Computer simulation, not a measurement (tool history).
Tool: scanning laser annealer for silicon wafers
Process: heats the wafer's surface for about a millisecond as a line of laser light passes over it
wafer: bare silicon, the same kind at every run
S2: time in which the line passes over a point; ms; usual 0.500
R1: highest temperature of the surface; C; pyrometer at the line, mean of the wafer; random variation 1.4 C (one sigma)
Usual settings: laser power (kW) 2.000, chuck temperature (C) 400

Run 1, hour 0.0: usual settings. Result: R1 1139 C.
Run 2, hour 29.9: usual settings. Result: R1 1136 C.
Run 3, hour 79.4: usual settings but chuck temperature (C) 409. Result: R1 1143 C.
At hour 104.2: window over the wafer cleaned.
Run 4, hour 124.6: usual settings but chuck temperature (C) 409. Result: R1 1164 C.
At hour 130.6: laser's power meter calibrated.
Run 5, hour 169.3: usual settings but laser power (kW) 1.915. Result: R1 1124 C.
Run 6, hour 204.4: usual settings but laser power (kW) 1.915, S2 0.363 ms. Result: R1 1007 C.
Run 7, hour 250.9: usual settings but laser power (kW) 1.915, S2 0.571 ms. Result: R1 1182 C.
Run 8, hour 309.3: usual settings but laser power (kW) 1.738, chuck temperature (C) 393. Result: R1 1053 C.
Run 9, hour 340.3: usual settings but laser power (kW) 1.738, chuck temperature (C) 393. Result: R1 1054 C.
Run 10, hour 391.8: usual settings but laser power (kW) 1.738, chuck temperature (C) 393. Result: R1 1052 C.
At hour 401.4: laser's power meter calibrated, once more.
Run 11, hour 452.5: usual settings but S2 0.612 ms, chuck temperature (C) 428. Result: R1 1270 C.
Run 12, hour 507.4: usual settings but S2 0.612 ms, chuck temperature (C) 428. Result: R1 1268 C.

5 ways to go on from here, each from the tool as it stands after run 12. What would each give?
Run A, hour 554.5: usual settings but laser power (kW) 1.825, S2 0.427 ms, chuck temperature (C) 397. Result: R1 ?.
Run B, hour 554.5: usual settings but S2 0.377 ms, chuck temperature (C) 428. Result: R1 ?.
Run C, hour 554.5: usual settings but laser power (kW) 2.035, S2 0.482 ms, chuck temperature (C) 428. Result: R1 ?.
Run D, hour 554.5: usual settings but S2 0.493 ms, chuck temperature (C) 428. Result: R1 ?.
Run E, hour 554.5: usual settings but laser power (kW) 1.994, S2 0.534 ms, chuck temperature (C) 389. Result: R1 ?.

run    R1
  A  1025
  B  1064
  C  1173
  D  1172
  E  1163
Without the tool's hidden state the same runs would have given:
run    R1
  A  1036
  B  1075
  C  1185
  D  1184
  E  1176
